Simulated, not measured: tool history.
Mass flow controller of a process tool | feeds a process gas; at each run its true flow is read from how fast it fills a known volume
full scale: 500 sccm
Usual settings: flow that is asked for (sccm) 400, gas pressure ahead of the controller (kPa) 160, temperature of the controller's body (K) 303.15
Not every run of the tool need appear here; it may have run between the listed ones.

run,hour,flow that is asked for (sccm),gas pressure ahead of the controller (kPa),temperature of the controller's body (K),true flow (%)
1,0.0,400,160,303.15,99.48
2,152.5,400,160,303.15,99.59
3,243.2,51,160,303.15,98.61
4,371.8,400,160,303.15,99.43
5,491.2,400,160,303.15,99.65
6,587.0,400,160,303.15,99.54
7,652.8,400,160,303.15,99.54
8,728.1,400,166,303.15,99.52
9,824.0,400,166,303.15,99.48
10,950.4,400,166,303.15,99.51
11,1102.1,400,166,303.15,99.54
12,1237.6,101,160,303.15,98.81
13,1310.2,400,160,303.15,99.49
14,1379.8,400,160,303.15,99.52
15,1521.1,400,160,303.15,99.40
16,1614.7,400,203,303.15,99.39
17,1753.0,400,203,303.15,99.47
18,1824.5,400,203,303.15,99.50
19,1953.6,65,203,303.15,98.73
20,2016.4,65,203,298.15,98.93
21,2150.8,65,203,298.15,98.87
22,2298.2,65,162,298.15,99.02
23,2402.4,65,162,298.15,99.11
24,2535.5,400,160,303.15,99.41
25,2620.0,112,160,303.15,98.98
26,2749.4,261,188,303.15,98.99
27,2869.3,353,174,307.15,99.05
28,2936.3,197,148,305.15,98.91
29,3083.7,197,217,305.15,98.79
30,3228.5,369,201,311.15,98.69
31,3307.0,247,142,303.15,99.11
32,3385.6,247,142,303.15,99.26
33,3529.1,370,252,300.15,99.55
34,3652.1,317,160,302.15,99.38
35,3779.8,94,160,293.15,99.35
36,3862.4,94,160,293.15,99.33
37,3948.4,94,160,293.15,99.49
38,4059.0,94,160,293.15,99.41
39,4134.4,317,160,297.15,99.76
40,4259.7,317,160,297.15,99.84
41,4391.6,208,149,295.15,99.53
42,4522.7,400,205,303.15,99.34
43,4664.5,400,205,303.15,99.46
44,4773.2,154,170,304.15,98.78
45,4920.1,405,266,303.15,99.40
46,5054.0,405,266,303.15,99.37
47,5176.8,60,202,312.15,98.26
48,5263.7,60,202,312.15,98.00
49,5349.4,77,202,296.15,99.08

Each row is a separate what-if for the run after 49, all from the same tool condition, not one after another. Results?
A,5463.2,400,259,303.15,?
B,5463.2,400,251,303.15,?
C,5463.2,77,207,296.15,?
D,5463.2,278,202,296.15,?

run,true flow (%)
A,99.34
B,99.36
C,99.07
D,99.55
With no hidden state in the tool, these same runs would have given:
run,true flow (%)
A,99.33
B,99.35
C,99.05
D,99.54

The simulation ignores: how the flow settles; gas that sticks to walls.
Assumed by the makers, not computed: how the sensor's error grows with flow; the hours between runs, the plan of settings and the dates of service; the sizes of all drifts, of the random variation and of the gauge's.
